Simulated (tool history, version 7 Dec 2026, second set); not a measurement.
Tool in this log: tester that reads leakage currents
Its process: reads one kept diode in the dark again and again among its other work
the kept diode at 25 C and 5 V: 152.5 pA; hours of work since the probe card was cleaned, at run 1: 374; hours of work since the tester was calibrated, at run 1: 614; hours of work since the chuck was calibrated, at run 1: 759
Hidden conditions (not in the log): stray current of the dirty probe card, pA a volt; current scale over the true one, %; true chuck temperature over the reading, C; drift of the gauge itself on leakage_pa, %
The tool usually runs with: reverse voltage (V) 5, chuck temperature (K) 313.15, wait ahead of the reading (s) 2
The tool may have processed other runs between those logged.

run     day  reverse voltage (V)  chuck temperature (K)  wait ahead of the reading (s)  hours of work since the probe card was cleaned  hours of work since the tester was calibrated  hours of work since the chuck was calibrated  current that the tester gives (pA)
  1       0                    5                 313.15                              2                                             374                                            614                                           759                              496.55
  2   1.388                    5                 313.15                              2                                             388                                            627                                           772                              496.52
  3   2.558                    5                 313.15                              2                                             399                                            639                                           784                              496.58
  4   3.371                    5                 317.15                              2                                             407                                            647                                           792                              674.22
  5   4.696                    5                 313.15                              2                                             420                                            660                                           805                              497.33
  6   5.454                    5                 313.15                              2                                             428                                            667                                           813                              497.44
  7   6.788                    5                 313.15                              2                                             441                                            681                                           826                              498.82
  8   8.479                    5                 313.15                              2                                             458                                            697                                           843                              496.86
  9   9.679                  2.4                 313.15                              2                                             470                                            709                                           854                              385.46
 10  11.225                  2.4                 313.15                              2                                             485                                            725                                           870                              387.02
 11  12.254                    5                 313.15                              2                                             495                                            735                                           880                              495.44
 12   13.85                    5                 313.15                              2                                             511                                            751                                           896                              495.11
 13  14.617                    5                 313.15                              2                                             518                                            758                                           903                              495.74
 14  15.654                    5                 313.15                              2                                             529                                            768                                           914                              498.71
 15  17.429                    5                 324.15                           0.99                                             546                                            786                                           931                             1128.61
 16  18.846                    5                 324.15                           0.99                                             560                                            800                                           945                             1128.35
 17  19.667                    5                 313.15                           0.45                                             568                                            808                                           953                              496.38
 18  21.408                 1.15                 294.15                           1.22                                             586                                            825                                           970                               62.53
     22.946  -- chuck's temperature calibrated
 19    23.1                 1.15                 294.15                           1.22                                             601                                            841                                             1                               66.12
 20  24.271                 2.87                 312.15                           0.73                                             613                                            853                                            13                              397.38
 21  25.317                 2.32                 298.15                           0.73                                             623                                            863                                            23                              120.12
 22  26.375                 2.32                 298.15                           0.73                                             634                                            874                                            34                              120.11
 23  27.312                 2.32                 298.15                           0.73                                             643                                            883                                            43                              119.74
 24  28.804                 2.74                 308.15                           0.93                                             658                                            898                                            58                              285.46
 25  30.554                 2.74                 308.15                           0.93                                             675                                            915                                            75                               286.3
 26  32.388                 2.74                 308.15                           0.93                                             693                                            933                                            93                               286.5

Run 27 is up next; what results do you expect?
 27  33.892                 5.86                 309.15                           5.03                                             708                                            948                                           108                                   ?

current that the tester gives (pA): 403.86
Without the tool's hidden state the same run would have given current that the tester gives (pA) 399.66.

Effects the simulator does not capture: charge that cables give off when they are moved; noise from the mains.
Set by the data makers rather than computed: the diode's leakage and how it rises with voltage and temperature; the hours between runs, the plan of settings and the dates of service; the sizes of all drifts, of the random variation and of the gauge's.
